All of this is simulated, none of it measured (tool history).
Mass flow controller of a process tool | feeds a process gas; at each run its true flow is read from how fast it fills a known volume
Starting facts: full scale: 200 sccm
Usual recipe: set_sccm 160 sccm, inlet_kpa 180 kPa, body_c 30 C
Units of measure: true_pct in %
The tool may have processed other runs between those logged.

run	day	set_sccm	inlet_kpa	body_c	true_pct
1	0.000	160	180	30	99.75
2	17.600	160	180	22	100.64
3	33.175	160	180	22	100.81
4	40.996	160	180	22	101.03
5	50.396	75	180	30	99.22
6	61.504	75	180	30	99.42
7	69.262	160	180	30	100.65
8	78.125	160	180	30	100.77
9	95.542	160	180	29	101.13
10	110.158	160	180	21	102.01
11	127.508	160	180	21	102.11
12	135.717	160	180	21	102.30
13	147.004	160	180	21	102.48
14	155.662	160	180	21	102.56
15	167.279	160	180	30	102.08
16	175.517	160	180	30	102.11
17	182.788	160	180	30	102.31
18	191.754	160	180	30	102.15
19	208.712	168	246	36	101.90
20	223.992	41	163	30	101.86
21	234.079	40	218	39	101.24
22	248.225	175	200	39	102.38
23	259.517	92	200	21	103.11
24	276.142	54	163	30	102.69
# day 278.504: controller exchanged for a calibrated one
25	289.279	29	180	27	97.43
26	305.854	94	256	40	97.18
27	315.350	94	256	40	97.33
28	324.767	94	191	40	97.64
29	338.292	135	234	21	100.06
30	347.108	74	180	27	98.86
31	355.233	72	176	30	98.65
32	368.129	160	153	40	99.26
33	383.125	137	277	40	98.90
34	397.479	186	277	40	99.82

Predict each of these 4 candidate next runs independently; none follows another, all start after run 34:
A	413.758	186	178	30	?
B	413.758	114	277	40	?
C	413.758	186	274	34	?
D	413.758	160	180	23	?

run	true_pct
A	100.98
B	98.90
C	100.33
D	101.30
With the hidden condition removed and each run's random variation left untouched, the same runs would have given:
run	true_pct
A	99.40
B	97.21
C	98.74
D	99.69

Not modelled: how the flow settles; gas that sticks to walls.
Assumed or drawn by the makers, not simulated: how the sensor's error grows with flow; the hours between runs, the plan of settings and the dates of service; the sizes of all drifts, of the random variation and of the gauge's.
